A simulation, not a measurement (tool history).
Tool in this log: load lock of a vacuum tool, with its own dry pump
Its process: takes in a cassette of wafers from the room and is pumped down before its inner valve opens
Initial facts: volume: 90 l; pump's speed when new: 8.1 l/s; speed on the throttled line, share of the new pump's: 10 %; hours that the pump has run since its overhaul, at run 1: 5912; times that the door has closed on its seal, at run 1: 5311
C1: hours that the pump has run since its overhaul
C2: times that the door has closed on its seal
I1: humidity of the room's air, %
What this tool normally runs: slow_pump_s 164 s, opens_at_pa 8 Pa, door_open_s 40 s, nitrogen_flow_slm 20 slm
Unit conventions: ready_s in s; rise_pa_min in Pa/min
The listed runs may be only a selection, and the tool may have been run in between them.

run 1 day=0.000 | slow_pump_s=164 opens_at_pa=8 door_open_s=40 nitrogen_flow_slm=20 | C1=5912 C2=5311 | I1=47.3 | ready_s=259.1 rise_pa_min=0.035
run 2 day=6.242 | slow_pump_s=164 opens_at_pa=8 door_open_s=40 nitrogen_flow_slm=20 | C1=6061 C2=5534 | I1=45.4 | ready_s=258.3 rise_pa_min=0.037
run 3 day=9.883 | slow_pump_s=164 opens_at_pa=8 door_open_s=25 nitrogen_flow_slm=20 | C1=6149 C2=5663 | I1=44.8 | ready_s=258.1 rise_pa_min=0.035
run 4 day=15.108 | slow_pump_s=164 opens_at_pa=8 door_open_s=25 nitrogen_flow_slm=20 | C1=6274 C2=5849 | I1=45.4 | ready_s=259.2 rise_pa_min=0.038
run 5 day=19.375 | slow_pump_s=164 opens_at_pa=8 door_open_s=40 nitrogen_flow_slm=20 | C1=6377 C2=6001 | I1=44.9 | ready_s=259.7 rise_pa_min=0.047
run 6 day=24.579 | slow_pump_s=164 opens_at_pa=8 door_open_s=40 nitrogen_flow_slm=19 | C1=6502 C2=6186 | I1=42.5 | ready_s=262.6 rise_pa_min=0.048
run 7 day=30.083 | slow_pump_s=164 opens_at_pa=8 door_open_s=40 nitrogen_flow_slm=20 | C1=6634 C2=6382 | I1=45.0 | ready_s=260.8 rise_pa_min=0.043
run 8 day=35.362 | slow_pump_s=164 opens_at_pa=8 door_open_s=40 nitrogen_flow_slm=20 | C1=6760 C2=6570 | I1=49.1 | ready_s=261.7 rise_pa_min=0.046
run 9 day=39.008 | slow_pump_s=164 opens_at_pa=8 door_open_s=40 nitrogen_flow_slm=20 | C1=6848 C2=6700 | I1=45.2 | ready_s=260.6 rise_pa_min=0.051
run 10 day=45.729 | slow_pump_s=164 opens_at_pa=8 door_open_s=40 nitrogen_flow_slm=20 | C1=7009 C2=6939 | I1=44.2 | ready_s=259.7 rise_pa_min=0.048
run 11 day=49.750 | slow_pump_s=164 opens_at_pa=8 door_open_s=40 nitrogen_flow_slm=20 | C1=7106 C2=7082 | I1=44.3 | ready_s=260.1 rise_pa_min=0.054
run 12 day=56.688 | slow_pump_s=164 opens_at_pa=8 door_open_s=40 nitrogen_flow_slm=20 | C1=7272 C2=7329 | I1=42.9 | ready_s=260.4 rise_pa_min=0.053
run 13 day=63.908 | slow_pump_s=164 opens_at_pa=8 door_open_s=40 nitrogen_flow_slm=20 | C1=7445 C2=7586 | I1=42.1 | ready_s=259.3 rise_pa_min=0.049
run 14 day=67.088 | slow_pump_s=164 opens_at_pa=8 door_open_s=40 nitrogen_flow_slm=20 | C1=7522 C2=7699 | I1=43.6 | ready_s=262.2 rise_pa_min=0.050
run 15 day=70.017 | slow_pump_s=197 opens_at_pa=10 door_open_s=29 nitrogen_flow_slm=9 | C1=7592 C2=7803 | I1=43.6 | ready_s=286.5 rise_pa_min=0.053
run 16 day=73.779 | slow_pump_s=197 opens_at_pa=10 door_open_s=83 nitrogen_flow_slm=8 | C1=7682 C2=7937 | I1=49.2 | ready_s=287.1 rise_pa_min=0.063
run 17 day=79.525 | slow_pump_s=92 opens_at_pa=10 door_open_s=132 nitrogen_flow_slm=8 | C1=7820 C2=8142 | I1=48.0 | ready_s=194.7 rise_pa_min=0.070
run 18 day=83.192 | slow_pump_s=99 opens_at_pa=7 door_open_s=83 nitrogen_flow_slm=29 | C1=7908 C2=8272 | I1=45.8 | ready_s=205.7 rise_pa_min=0.055
run 19 day=87.312 | slow_pump_s=99 opens_at_pa=11 door_open_s=83 nitrogen_flow_slm=29 | C1=8007 C2=8419 | I1=48.1 | ready_s=197.9 rise_pa_min=0.058
run 20 day=90.508 | slow_pump_s=99 opens_at_pa=11 door_open_s=83 nitrogen_flow_slm=4 | C1=8084 C2=8533 | I1=45.6 | ready_s=200.2 rise_pa_min=0.070
run 21 day=94.321 | slow_pump_s=99 opens_at_pa=11 door_open_s=83 nitrogen_flow_slm=4 | C1=8175 C2=8668 | I1=48.3 | ready_s=199.8 rise_pa_min=0.075

Predict the results of run 22:
run 22 day=101.488 | slow_pump_s=164 opens_at_pa=10 door_open_s=107 nitrogen_flow_slm=20 | C1=8347 C2=8923 | I1=42.5 | ready_s=? rise_pa_min=?

Logged for run 22: ready_s 259.6 s, rise_pa_min 0.066 Pa/min.
With the hidden condition absent and the run-to-run variation left alone, this run would have shown ready_s 250.4 s, rise_pa_min 0.015 Pa/min.
